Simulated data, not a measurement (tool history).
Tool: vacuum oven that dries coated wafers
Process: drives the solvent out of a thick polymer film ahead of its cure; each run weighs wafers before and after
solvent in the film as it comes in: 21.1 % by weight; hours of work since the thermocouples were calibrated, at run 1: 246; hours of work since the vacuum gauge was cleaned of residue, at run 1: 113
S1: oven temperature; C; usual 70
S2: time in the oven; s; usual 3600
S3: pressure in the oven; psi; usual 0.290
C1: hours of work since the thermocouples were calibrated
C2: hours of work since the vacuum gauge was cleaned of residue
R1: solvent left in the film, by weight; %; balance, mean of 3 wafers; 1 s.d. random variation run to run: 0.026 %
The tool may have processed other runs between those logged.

run 1 day=0.000 | S1=70 S2=3600 S3=0.290 | C1=246 C2=113 | R1=3.14
run 2 day=0.633 | S1=70 S2=3600 S3=0.319 | C1=252 C2=119 | R1=3.23
run 3 day=1.396 | S1=70 S2=3600 S3=0.319 | C1=260 C2=127 | R1=3.25
run 4 day=2.012 | S1=70 S2=5160 S3=0.290 | C1=266 C2=133 | R1=1.87
run 5 day=2.729 | S1=70 S2=3600 S3=0.290 | C1=273 C2=140 | R1=3.19
run 6 day=3.617 | S1=70 S2=3600 S3=0.290 | C1=282 C2=148 | R1=3.24
run 7 day=4.792 | S1=70 S2=3600 S3=0.290 | C1=293 C2=160 | R1=3.24
run 8 day=5.617 | S1=70 S2=3600 S3=0.290 | C1=301 C2=168 | R1=3.21
run 9 day=6.296 | S1=62 S2=3600 S3=0.290 | C1=308 C2=174 | R1=7.21
run 10 day=7.192 | S1=62 S2=3600 S3=0.290 | C1=316 C2=183 | R1=7.18
run 11 day=8.054 | S1=62 S2=3600 S3=0.290 | C1=325 C2=192 | R1=7.10
run 12 day=9.250 | S1=57 S2=3600 S3=0.290 | C1=336 C2=203 | R1=9.92
run 13 day=10.104 | S1=57 S2=3600 S3=0.376 | C1=345 C2=211 | R1=10.05
run 14 day=10.904 | S1=81 S2=3600 S3=0.290 | C1=352 C2=219 | R1=0.72
run 15 day=11.746 | S1=81 S2=3600 S3=0.290 | C1=361 C2=227 | R1=0.68
run 16 day=12.746 | S1=81 S2=3600 S3=0.290 | C1=370 C2=237 | R1=0.66
run 17 day=13.779 | S1=70 S2=3600 S3=0.290 | C1=381 C2=247 | R1=3.26
run 18 day=15.162 | S1=70 S2=3600 S3=0.290 | C1=394 C2=261 | R1=3.28
run 19 day=15.792 | S1=81 S2=2940 S3=0.360 | C1=400 C2=267 | R1=1.06
run 20 day=16.862 | S1=81 S2=2940 S3=0.360 | C1=411 C2=277 | R1=1.09
run 21 day=17.454 | S1=56 S2=3600 S3=0.284 | C1=416 C2=283 | R1=10.29
run 22 day=18.250 | S1=79 S2=1980 S3=0.444 | C1=424 C2=291 | R1=2.86
run 23 day=19.596 | S1=79 S2=1980 S3=0.444 | C1=437 C2=304 | R1=2.85
-- day=19.721 vacuum gauge cleaned of residue and calibrated
run 24 day=20.375 | S1=83 S2=1980 S3=0.451 | C1=444 C2=6 | R1=1.66
run 25 day=21.188 | S1=56 S2=1980 S3=0.451 | C1=452 C2=14 | R1=13.47
run 26 day=22.321 | S1=56 S2=1980 S3=0.451 | C1=463 C2=25 | R1=13.44
run 27 day=23.529 | S1=56 S2=1980 S3=0.451 | C1=475 C2=37 | R1=13.45
-- day=23.988 vacuum gauge cleaned of residue and calibrated, once more
run 28 day=24.412 | S1=70 S2=3600 S3=0.331 | C1=483 C2=4 | R1=3.40
run 29 day=25.521 | S1=69 S2=3840 S3=0.629 | C1=494 C2=15 | R1=4.28
run 30 day=26.762 | S1=67 S2=2160 S3=0.847 | C1=506 C2=27 | R1=8.88
run 31 day=28.038 | S1=67 S2=2160 S3=0.847 | C1=518 C2=39 | R1=8.88
run 32 day=29.179 | S1=70 S2=3600 S3=0.371 | C1=529 C2=51 | R1=3.56
run 33 day=29.792 | S1=75 S2=3300 S3=0.290 | C1=535 C2=57 | R1=1.94
run 34 day=30.658 | S1=75 S2=2160 S3=0.239 | C1=544 C2=65 | R1=3.69
run 35 day=31.546 | S1=66 S2=3600 S3=0.943 | C1=552 C2=74 | R1=6.91
run 36 day=32.271 | S1=60 S2=2820 S3=0.471 | C1=559 C2=81 | R1=10.24

Consider 3 possible next runs. They are alternatives, not a sequence: every one starts from the tool as it was left by run 36. What does each give?
run A day=33.692 | S1=78 S2=2520 S3=0.891 | C1=573 C2=95 | R1=?
run B day=33.692 | S1=66 S2=5580 S3=0.322 | C1=573 C2=95 | R1=?
run C day=33.692 | S1=59 S2=2160 S3=0.290 | C1=573 C2=95 | R1=?

run=A R1=3.12
run=B R1=3.09
run=C R1=11.56
Had the tool no hidden state, the same runs would have come out as:
run=A R1=2.68
run=B R1=2.55
run=C R1=10.92
